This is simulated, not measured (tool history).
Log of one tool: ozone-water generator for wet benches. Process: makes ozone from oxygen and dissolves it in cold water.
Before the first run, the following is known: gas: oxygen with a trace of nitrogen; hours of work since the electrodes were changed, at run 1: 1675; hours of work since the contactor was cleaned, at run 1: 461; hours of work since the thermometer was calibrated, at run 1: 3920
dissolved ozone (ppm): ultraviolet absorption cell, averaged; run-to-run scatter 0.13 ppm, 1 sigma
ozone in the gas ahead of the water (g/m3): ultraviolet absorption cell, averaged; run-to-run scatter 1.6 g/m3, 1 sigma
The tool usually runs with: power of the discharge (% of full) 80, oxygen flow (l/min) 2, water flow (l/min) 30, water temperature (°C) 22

run   hour  power of the discharge (% of full)  oxygen flow (l/min)  water flow (l/min)  water temperature (°C)  hours of work since the electrodes were changed  hours of work since the contactor was cleaned  hours of work since the thermometer was calibrated  dissolved ozone (ppm)  ozone in the gas ahead of the water (g/m3)
  1      0                                  80                    2                  30                      22                                             1675                                            461                                                3920                   12.6                                       296.9
  2   26.2                                  80                    2                  30                      19                                             1697                                            483                                                3942                   12.9                                       299.4
  3   50.7                                  80                    2                  30                      22                                             1718                                            504                                                3963                   12.6                                       303.8
  4   73.8                                  80                 1.78                  30                      22                                             1737                                            524                                                3982                   12.1                                       321.2
  5  122.1                                  80                 1.78                  30                      22                                             1778                                            565                                                4023                   12.2                                       321.4
  6  161.6                                  80                 1.78                  30                      22                                             1812                                            598                                                4056                   12.4                                       321.9
  7  190.4                                  80                 1.78                  30                      22                                             1836                                            622                                                4081                   12.2                                       320.3
  8  218.4                                  80                 1.78                  30                      22                                             1860                                            646                                                4105                   12.3                                       324.1
  9  238.5                                  80                 1.78                  30                      22                                             1877                                            663                                                4122                   12.3                                       321.1
 10  273.1                                  80                 3.34                  37                      22                                             1906                                            692                                                4151                   11.2                                       221.9
 11  317.6                                  48                 1.95                  31                      22                                             1944                                            730                                                4189                      8                                       204.5
 12  365.3                                  96                 1.95                  33                      22                                             1984                                            771                                                4229                   12.9                                       351.9
 13  392.7                                  81                 3.08                  21                      23                                             2008                                            794                                                4252                   18.7                                       234.5
 14    434                                  80                 1.56                  43                      15                                             2043                                            829                                                4287                      8                                       346.2
 15  475.1                                  80                    2                  30                      27                                             2077                                            864                                                4322                   12.1                                       302.3
 16  522.9                                  80                    2                  36                      14                                             2118                                            904                                                4363                   10.8                                       299.2
 17  556.7                                  80                    2                  36                      14                                             2147                                            933                                                4391                   10.7                                       296.6

Predict the results of run 18:
 18  581.7                                  80                 2.76                  30                      22                                             2168                                            954                                                4412                      ?                                           ?

Run 18 yielded dissolved ozone (ppm) 13.3, ozone in the gas ahead of the water (g/m3) 248.
The same run, on a tool lacking any hidden state, would have yielded dissolved ozone (ppm) 13.3, ozone in the gas ahead of the water (g/m3) 248.2.
